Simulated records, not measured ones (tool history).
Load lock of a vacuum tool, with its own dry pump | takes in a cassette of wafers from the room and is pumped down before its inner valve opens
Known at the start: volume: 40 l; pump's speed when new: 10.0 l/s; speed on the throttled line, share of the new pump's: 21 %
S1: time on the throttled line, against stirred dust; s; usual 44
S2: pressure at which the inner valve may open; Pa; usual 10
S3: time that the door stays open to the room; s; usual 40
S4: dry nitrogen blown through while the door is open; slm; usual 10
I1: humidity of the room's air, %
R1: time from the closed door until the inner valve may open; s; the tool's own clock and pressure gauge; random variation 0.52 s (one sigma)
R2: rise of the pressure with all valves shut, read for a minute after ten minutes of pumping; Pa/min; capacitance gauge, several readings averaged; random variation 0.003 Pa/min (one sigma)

run	hour	S1	S2	S3	S4	I1	R1	R2
1	0.0	44	10	40	10	43.3	72.8	0.086
2	139.4	44	7	40	10	42.8	73.7	0.084
3	208.2	44	7	40	9	43.4	72.8	0.091
4	329.5	44	10	40	10	43.7	72.0	0.085
5	477.2	44	10	40	10	44.5	72.3	0.094
6	624.9	44	10	40	10	43.9	72.2	0.096
7	785.1	44	10	40	10	42.5	71.7	0.100
8	940.9	44	10	40	10	44.0	72.1	0.093
9	1085.6	44	10	40	10	48.5	72.3	0.096
10	1193.1	44	10	40	10	41.6	72.7	0.095
11	1283.9	44	10	40	10	46.3	72.1	0.106
12	1357.4	44	10	40	10	42.8	72.2	0.102
13	1460.2	44	10	40	10	45.9	72.5	0.102
14	1577.5	44	10	40	10	45.1	72.0	0.107
15	1718.6	44	10	40	10	45.3	73.1	0.102
16	1824.6	44	10	40	10	45.8	72.9	0.110
17	1928.4	28	16	26	19	46.0	57.4	0.099
18	2078.2	28	16	26	19	45.0	58.5	0.097
19	2217.0	87	10	222	10	42.7	107.2	0.149
20	2303.1	44	10	40	14	42.0	72.6	0.110
21	2411.7	44	10	40	14	44.2	73.6	0.107
22	2523.1	44	10	60	41	44.4	72.4	0.099
23	2667.2	42	18	33	10	48.4	67.7	0.113
24	2747.2	42	16	140	10	41.8	69.5	0.143
25	2869.8	44	10	73	5	45.5	72.3	0.142
26	2944.6	44	13	115	37	47.5	72.4	0.123
27	3023.2	44	8	115	11	43.6	72.9	0.141
28	3186.0	27	8	45	45	45.1	60.8	0.108
29	3270.2	33	10	188	11	43.1	64.2	0.155
30	3387.2	33	10	188	11	47.0	64.4	0.164
31	3526.8	44	10	40	28	44.4	73.4	0.110
32	3595.6	44	10	40	5	45.8	73.7	0.142

Measured less the same run without the tool's hidden state. The same run-to-run variation is in both; the gauge's scatter may not be:
The hidden state here: pump's speed, % of a new pump's; leak at the door's seal, Pa l/s; drift of the gauge itself on ready_s, %; drift of the gauge itself on rise_pa_min, %.
run	R1	R2
1	+0.4	+0.051
2	+0.5	+0.051
3	+0.5	+0.053
4	+0.5	+0.054
5	+0.5	+0.055
6	+0.5	+0.057
7	+0.6	+0.059
8	+0.7	+0.059
9	+0.7	+0.061
10	+0.7	+0.063
11	+0.7	+0.064
12	+0.8	+0.066
13	+0.8	+0.068
14	+0.9	+0.069
15	+0.9	+0.067
16	+0.9	+0.072
17	+1.0	+0.073
18	+1.1	+0.075
19	+0.7	+0.076
20	+1.1	+0.079
21	+1.1	+0.078
22	+1.1	+0.079
23	+1.1	+0.081
24	+1.1	+0.083
25	+1.3	+0.085
26	+1.3	+0.085
27	+1.4	+0.086
28	+1.6	+0.089
29	+1.5	+0.089
30	+1.6	+0.093
31	+1.5	+0.093
32	+1.6	+0.094

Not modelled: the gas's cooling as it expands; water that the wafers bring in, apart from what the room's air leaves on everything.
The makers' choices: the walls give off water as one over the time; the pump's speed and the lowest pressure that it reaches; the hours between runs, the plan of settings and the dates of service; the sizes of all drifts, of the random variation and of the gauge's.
